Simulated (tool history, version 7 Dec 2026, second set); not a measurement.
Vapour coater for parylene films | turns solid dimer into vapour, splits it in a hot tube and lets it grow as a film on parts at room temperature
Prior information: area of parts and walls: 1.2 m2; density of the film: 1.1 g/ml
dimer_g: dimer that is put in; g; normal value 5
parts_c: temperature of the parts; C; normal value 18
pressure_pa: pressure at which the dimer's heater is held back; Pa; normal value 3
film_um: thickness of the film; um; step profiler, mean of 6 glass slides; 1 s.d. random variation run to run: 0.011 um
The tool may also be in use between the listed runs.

run,day,dimer_g,parts_c,pressure_pa,film_um
1,0,5,18,3,2.29
2,1.108,5,18,3,2.27
# day 1.896: trap's valve overhauled
3,2.117,5,18,3,2.46
4,2.688,5,18,3,2.48
5,3.404,5,18,3,2.47
6,4.292,3,18,3,1.47
7,5.083,3,23,3,1.3
8,5.925,5,18,3,2.47
9,6.892,5,29,3,1.86
10,7.925,5,29,3,1.84
11,8.579,5,29,3,1.85
12,9.471,5,17,3,2.5
13,10.467,5,17,3,2.48
14,10.925,5,17,3,2.47
15,11.75,5,17,3,2.47
16,12.738,8,17,11.81,3.47
17,13.321,8,17,11.81,3.47
18,14.4,4,22,2.41,1.77
19,15.079,4,22,2.41,1.76
20,15.592,4,22,2.41,1.77
21,16.442,3,26,2.75,1.17
22,17.192,6,13,10.12,2.9
23,17.888,5,18,5.23,2.25
24,19,5,18,5.23,2.22
25,19.475,2,26,3,0.77
26,20.038,2,26,3.28,0.77

Branching from run 26: 3 alternative next runs. What would each branch give?
A,20.879,9,12,2.14,?
B,20.879,2,20,3.28,?
C,20.879,5,18,2.91,?

run,film_um
A,5.09
B,0.9
C,2.35
Had the tool no hidden state, the same runs would have come out as:
run,film_um
A,5.36
B,0.95
C,2.47
